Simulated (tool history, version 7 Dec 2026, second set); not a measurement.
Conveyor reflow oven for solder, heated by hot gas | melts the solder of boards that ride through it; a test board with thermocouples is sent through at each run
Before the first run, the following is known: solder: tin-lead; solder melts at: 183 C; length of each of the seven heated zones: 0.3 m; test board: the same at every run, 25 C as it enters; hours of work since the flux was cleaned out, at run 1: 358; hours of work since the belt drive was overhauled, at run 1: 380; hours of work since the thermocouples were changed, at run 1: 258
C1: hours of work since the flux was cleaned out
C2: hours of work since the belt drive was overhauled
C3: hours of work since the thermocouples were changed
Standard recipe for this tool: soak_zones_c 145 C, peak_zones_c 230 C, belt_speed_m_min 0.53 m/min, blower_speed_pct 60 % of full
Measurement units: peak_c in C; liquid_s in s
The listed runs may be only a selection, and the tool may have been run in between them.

run 1 day=0 | soak_zones_c=145 peak_zones_c=230 belt_speed_m_min=0.53 blower_speed_pct=60 | C1=358 C2=380 C3=258 | peak_c=210.1 liquid_s=47.2
run 2 day=1.7 | soak_zones_c=145 peak_zones_c=230 belt_speed_m_min=0.53 blower_speed_pct=60 | C1=382 C2=404 C3=282 | peak_c=210 liquid_s=46.9
run 3 day=3.392 | soak_zones_c=145 peak_zones_c=230 belt_speed_m_min=0.53 blower_speed_pct=60 | C1=406 C2=428 C3=305 | peak_c=209.4 liquid_s=46.4
run 4 day=5.504 | soak_zones_c=145 peak_zones_c=230 belt_speed_m_min=0.53 blower_speed_pct=60 | C1=435 C2=458 C3=335 | peak_c=209.7 liquid_s=46.5
-- day=6.367 flux residue cleaned out of gas plates and filters
run 5 day=7.533 | soak_zones_c=145 peak_zones_c=230 belt_speed_m_min=0.596 blower_speed_pct=60 | C1=16 C2=483 C3=361 | peak_c=207.7 liquid_s=39.2
run 6 day=9.492 | soak_zones_c=147 peak_zones_c=230 belt_speed_m_min=0.596 blower_speed_pct=60 | C1=44 C2=511 C3=388 | peak_c=208 liquid_s=40.2
run 7 day=11.975 | soak_zones_c=147 peak_zones_c=230 belt_speed_m_min=0.532 blower_speed_pct=60 | C1=79 C2=546 C3=423 | peak_c=211.6 liquid_s=49.1
run 8 day=13.221 | soak_zones_c=147 peak_zones_c=230 belt_speed_m_min=0.532 blower_speed_pct=60 | C1=96 C2=563 C3=441 | peak_c=211.2 liquid_s=49
run 9 day=16.042 | soak_zones_c=147 peak_zones_c=230 belt_speed_m_min=0.532 blower_speed_pct=60 | C1=136 C2=603 C3=480 | peak_c=211.2 liquid_s=48.7
run 10 day=17.754 | soak_zones_c=147 peak_zones_c=230 belt_speed_m_min=0.532 blower_speed_pct=60 | C1=160 C2=627 C3=505 | peak_c=210.9 liquid_s=48.4
run 11 day=19.292 | soak_zones_c=147 peak_zones_c=230 belt_speed_m_min=0.532 blower_speed_pct=60 | C1=182 C2=649 C3=526 | peak_c=210.8 liquid_s=48.5
run 12 day=21.358 | soak_zones_c=147 peak_zones_c=230 belt_speed_m_min=0.532 blower_speed_pct=60 | C1=211 C2=678 C3=555 | peak_c=210.5 liquid_s=48.4
run 13 day=23.321 | soak_zones_c=147 peak_zones_c=230 belt_speed_m_min=0.532 blower_speed_pct=60 | C1=238 C2=705 C3=583 | peak_c=210.4 liquid_s=48.3
run 14 day=26.133 | soak_zones_c=147 peak_zones_c=230 belt_speed_m_min=0.532 blower_speed_pct=55 | C1=278 C2=745 C3=622 | peak_c=208.9 liquid_s=45.9
run 15 day=29.017 | soak_zones_c=147 peak_zones_c=230 belt_speed_m_min=0.532 blower_speed_pct=55 | C1=319 C2=785 C3=663 | peak_c=208.5 liquid_s=45.8
run 16 day=30.5 | soak_zones_c=141 peak_zones_c=244 belt_speed_m_min=0.477 blower_speed_pct=77 | C1=339 C2=806 C3=684 | peak_c=228 liquid_s=65.4
run 17 day=32.492 | soak_zones_c=138 peak_zones_c=241 belt_speed_m_min=0.595 blower_speed_pct=81 | C1=367 C2=834 C3=712 | peak_c=218.5 liquid_s=45.7
run 18 day=33.938 | soak_zones_c=138 peak_zones_c=241 belt_speed_m_min=0.595 blower_speed_pct=81 | C1=388 C2=855 C3=732 | peak_c=218.1 liquid_s=46.3
run 19 day=36 | soak_zones_c=138 peak_zones_c=241 belt_speed_m_min=0.595 blower_speed_pct=81 | C1=417 C2=884 C3=761 | peak_c=217.9 liquid_s=45.3
run 20 day=37.6 | soak_zones_c=152 peak_zones_c=219 belt_speed_m_min=0.457 blower_speed_pct=61 | C1=439 C2=906 C3=784 | peak_c=205.4 liquid_s=54.8
-- day=38.008 flux residue cleaned out of gas plates and filters
run 21 day=39.162 | soak_zones_c=152 peak_zones_c=219 belt_speed_m_min=0.457 blower_speed_pct=61 | C1=16 C2=925 C3=803 | peak_c=206.5 liquid_s=56.7
run 22 day=41.521 | soak_zones_c=152 peak_zones_c=219 belt_speed_m_min=0.457 blower_speed_pct=61 | C1=49 C2=958 C3=836 | peak_c=206.1 liquid_s=56.5
run 23 day=43.267 | soak_zones_c=151 peak_zones_c=221 belt_speed_m_min=0.593 blower_speed_pct=51 | C1=74 C2=983 C3=860 | peak_c=197.8 liquid_s=30.4
run 24 day=45.671 | soak_zones_c=150 peak_zones_c=228 belt_speed_m_min=0.537 blower_speed_pct=72 | C1=108 C2=1017 C3=894 | peak_c=211.8 liquid_s=50.7
-- day=46.45 thermocouples of zones 6 and 7 changed
run 25 day=48.229 | soak_zones_c=150 peak_zones_c=219 belt_speed_m_min=0.537 blower_speed_pct=64 | C1=143 C2=1051 C3=25 | peak_c=204.8 liquid_s=44.4
run 26 day=49.429 | soak_zones_c=130 peak_zones_c=230 belt_speed_m_min=0.53 blower_speed_pct=66 | C1=159 C2=1068 C3=42 | peak_c=210.7 liquid_s=43.5
run 27 day=50.858 | soak_zones_c=140 peak_zones_c=218 belt_speed_m_min=0.53 blower_speed_pct=60 | C1=180 C2=1088 C3=62 | peak_c=201 liquid_s=36.2
run 28 day=53.8 | soak_zones_c=154 peak_zones_c=232 belt_speed_m_min=0.518 blower_speed_pct=61 | C1=221 C2=1130 C3=103 | peak_c=216.3 liquid_s=57.2
run 29 day=56.296 | soak_zones_c=138 peak_zones_c=230 belt_speed_m_min=0.53 blower_speed_pct=54 | C1=256 C2=1165 C3=138 | peak_c=208 liquid_s=42.5

Measured result minus the same run's result without the hidden state. Both carry the same run-to-run variation, though not necessarily the same gauge scatter:
Hidden conditions of the tool in this case: heat that the gas passes to the board, % of a clean oven's; belt's true speed, % of the reading; true gas temperature in zones 6 and 7 over the reading, C; drift of the gauge itself on peak_c, C; drift of the gauge itself on liquid_s, %.
run=1 peak_c=-2.5 liquid_s=-2.3
run=2 peak_c=-2.7 liquid_s=-2.5
run=3 peak_c=-2.9 liquid_s=-2.7
run=4 peak_c=-3 liquid_s=-2.9
run=5 peak_c=-1.1 liquid_s=-0.8
run=6 peak_c=-1.3 liquid_s=-1
run=7 peak_c=-1.5 liquid_s=-1.1
run=8 peak_c=-1.7 liquid_s=-1.2
run=9 peak_c=-1.9 liquid_s=-1.5
run=10 peak_c=-2.1 liquid_s=-1.6
run=11 peak_c=-2.3 liquid_s=-1.7
run=12 peak_c=-2.5 liquid_s=-2
run=13 peak_c=-2.7 liquid_s=-2.1
run=14 peak_c=-2.8 liquid_s=-2.5
run=15 peak_c=-3.1 liquid_s=-2.8
run=16 peak_c=-3.8 liquid_s=-1.6
run=17 peak_c=-4.5 liquid_s=-2.6
run=18 peak_c=-4.7 liquid_s=-2.7
run=19 peak_c=-5 liquid_s=-2.9
run=20 peak_c=-3.6 liquid_s=-4
run=21 peak_c=-2.3 liquid_s=-1.8
run=22 peak_c=-2.5 liquid_s=-2
run=23 peak_c=-2.3 liquid_s=-2.8
run=24 peak_c=-3 liquid_s=-1.8
run=25 peak_c=-0.3 liquid_s=-0.2
run=26 peak_c=-0.7 liquid_s=-0.3
run=27 peak_c=-0.6 liquid_s=-0.7
run=28 peak_c=-0.8 liquid_s=-0.2
run=29 peak_c=-1.2 liquid_s=-1
